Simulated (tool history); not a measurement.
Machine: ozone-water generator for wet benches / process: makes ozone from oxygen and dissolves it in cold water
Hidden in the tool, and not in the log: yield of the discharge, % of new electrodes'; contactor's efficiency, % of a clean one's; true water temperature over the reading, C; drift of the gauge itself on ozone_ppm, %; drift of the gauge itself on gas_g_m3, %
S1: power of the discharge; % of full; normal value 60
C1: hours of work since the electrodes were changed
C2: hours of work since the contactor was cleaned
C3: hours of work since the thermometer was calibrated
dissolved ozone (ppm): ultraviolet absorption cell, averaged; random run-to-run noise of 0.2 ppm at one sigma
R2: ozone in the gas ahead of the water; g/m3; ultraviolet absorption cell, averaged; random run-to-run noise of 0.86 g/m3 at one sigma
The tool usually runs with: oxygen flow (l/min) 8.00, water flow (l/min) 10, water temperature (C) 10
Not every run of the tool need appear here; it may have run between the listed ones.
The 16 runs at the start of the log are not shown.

Run 17, hour 1003.9: usual settings but oxygen flow (l/min) 5.39; C1 1197; C2 2496; C3 362. Result: dissolved ozone (ppm) 27.2, R2 159.6 g/m3.
Run 18, hour 1039.8: usual settings but S1 71 % of full, water flow (l/min) 7; C1 1225; C2 2524; C3 390. Result: dissolved ozone (ppm) 37.9, R2 154.4 g/m3.
Run 19, hour 1086.6: usual settings but S1 71 % of full, water flow (l/min) 7; C1 1262; C2 2561; C3 427. Result: dissolved ozone (ppm) 37.4, R2 153.4 g/m3.
Run 20, hour 1122.5: usual settings but S1 71 % of full, water flow (l/min) 7; C1 1290; C2 2589; C3 455. Result: dissolved ozone (ppm) 37.3, R2 152.8 g/m3.
Run 21, hour 1193.2: usual settings but S1 65 % of full; C1 1345; C2 2644; C3 510. Result: dissolved ozone (ppm) 28.7, R2 144.7 g/m3.
Run 22, hour 1231.2: usual settings but S1 47 % of full, oxygen flow (l/min) 8.48, water flow (l/min) 9; C1 1375; C2 2674; C3 540. Result: dissolved ozone (ppm) 24.5, R2 112.5 g/m3.
Run 23, hour 1304.0: usual settings but S1 65 % of full, oxygen flow (l/min) 10.10, water flow (l/min) 15, water temperature (C) 15; C1 1432; C2 2731; C3 597. Result: dissolved ozone (ppm) 18.8, R2 131.0 g/m3.
Run 24, hour 1351.6: usual settings but S1 65 % of full, oxygen flow (l/min) 10.10, water flow (l/min) 11, water temperature (C) 15; C1 1469; C2 2768; C3 634. Result: dissolved ozone (ppm) 23.3, R2 130.5 g/m3.

The next listed run, before its measurement:
Run 25, hour 1423.7: usual settings but oxygen flow (l/min) 9.26, water flow (l/min) 6; C1 1525; C2 2824; C3 690. Result: dissolved ozone (ppm) ?, R2 ?.

For run 25 the tool returned dissolved ozone (ppm) 35.4, R2 128.2 g/m3.
Take away the tool's hidden state, keep the run-to-run variation as it was, and the same run would have given dissolved ozone (ppm) 36.5, R2 130.4 g/m3.
